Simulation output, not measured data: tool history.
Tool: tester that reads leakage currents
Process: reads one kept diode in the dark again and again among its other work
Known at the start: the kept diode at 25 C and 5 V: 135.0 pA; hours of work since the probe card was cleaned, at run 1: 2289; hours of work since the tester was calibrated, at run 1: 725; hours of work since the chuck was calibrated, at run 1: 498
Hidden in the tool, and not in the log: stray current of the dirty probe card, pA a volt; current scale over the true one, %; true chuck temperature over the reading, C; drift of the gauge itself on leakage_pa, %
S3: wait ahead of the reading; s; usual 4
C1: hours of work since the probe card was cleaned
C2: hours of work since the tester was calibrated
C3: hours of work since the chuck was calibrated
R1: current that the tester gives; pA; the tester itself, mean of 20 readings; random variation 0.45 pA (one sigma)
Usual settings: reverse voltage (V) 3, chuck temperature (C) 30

Run 1, hour 0: usual settings; C1 2289; C2 725; C3 498. Result: R1 151.99 pA.
Run 2, hour 187.4: usual settings but reverse voltage (V) 2.33; C1 2402; C2 837; C3 611. Result: R1 130.97 pA.
Run 3, hour 367: usual settings but reverse voltage (V) 2.33; C1 2510; C2 945; C3 718. Result: R1 131.01 pA.
Run 4, hour 581.2: usual settings but reverse voltage (V) 2.33; C1 2638; C2 1074; C3 847. Result: R1 130.62 pA.
Run 5, hour 716.3: usual settings but reverse voltage (V) 2.33; C1 2719; C2 1155; C3 928. Result: R1 129.86 pA.
Run 6, hour 893.9: usual settings but reverse voltage (V) 2.33, chuck temperature (C) 47; C1 2826; C2 1261; C3 1035. Result: R1 395.92 pA.
Run 7, hour 1127.2: usual settings but reverse voltage (V) 2.33, chuck temperature (C) 47; C1 2966; C2 1402; C3 1175. Result: R1 390.7 pA.
At hour 1146.4: probe card cleaned and baked.
Run 8, hour 1269.5: usual settings; C1 74; C2 1485; C3 1258. Result: R1 148.14 pA.
Run 9, hour 1373.7: usual settings; C1 136; C2 1548; C3 1321. Result: R1 147.75 pA.
Run 10, hour 1602.1: usual settings but reverse voltage (V) 1.12, S3 1.27 s; C1 273; C2 1685; C3 1458. Result: R1 86.28 pA.
Run 11, hour 1704.5: usual settings but reverse voltage (V) 1.37, S3 0.38 s; C1 335; C2 1746; C3 1519. Result: R1 96.45 pA.
Run 12, hour 1813.2: usual settings but reverse voltage (V) 11.1, chuck temperature (C) 21, S3 9.03 s; C1 400; C2 1812; C3 1585. Result: R1 176.62 pA.
Run 13, hour 1970.4: usual settings but reverse voltage (V) 11.1, chuck temperature (C) 21, S3 9.03 s; C1 495; C2 1906; C3 1679. Result: R1 177.5 pA.
At hour 2158.2: probe card cleaned and baked, once more.
Run 14, hour 2195.2: usual settings but chuck temperature (C) 27, S3 4.99 s; C1 22; C2 2039; C3 1812. Result: R1 107.73 pA.
Run 15, hour 2327.5: usual settings but reverse voltage (V) 18.67, chuck temperature (C) 21, S3 1.73 s; C1 102; C2 2118; C3 1892. Result: R1 181.72 pA.
Run 16, hour 2486.9: usual settings but reverse voltage (V) 3.44, chuck temperature (C) 21, S3 0.95 s; C1 197; C2 2214; C3 1987. Result: R1 74.85 pA.
Run 17, hour 2702.8: usual settings but reverse voltage (V) 12.15, chuck temperature (C) 46, S3 0.37 s; C1 327; C2 2344; C3 2117. Result: R1 821.73 pA.

Hidden state at the last listed run before each entry between runs and at the first one after, where it differs:
Between runs 7 and 8: probe card cleaned and baked (hour 1146.4)
  stray current of the dirty probe card, pA a volt: 2.843 -> 3.33; current scale over the true one, %: -0.35 -> -0.37; true chuck temperature over the reading, C: -0.96 -> -1.03
  measured less the result without the state, R1: -19.13 -> -1.13 pA
Between runs 13 and 14: probe card cleaned and baked, once more (hour 2158.2)
  stray current of the dirty probe card, pA a volt: 3.732 -> 0.045; current scale over the true one, %: -0.48 -> -0.52; true chuck temperature over the reading, C: -1.35 -> -1.45
  measured less the result without the state, R1: +25.6 -> -12.54 pA

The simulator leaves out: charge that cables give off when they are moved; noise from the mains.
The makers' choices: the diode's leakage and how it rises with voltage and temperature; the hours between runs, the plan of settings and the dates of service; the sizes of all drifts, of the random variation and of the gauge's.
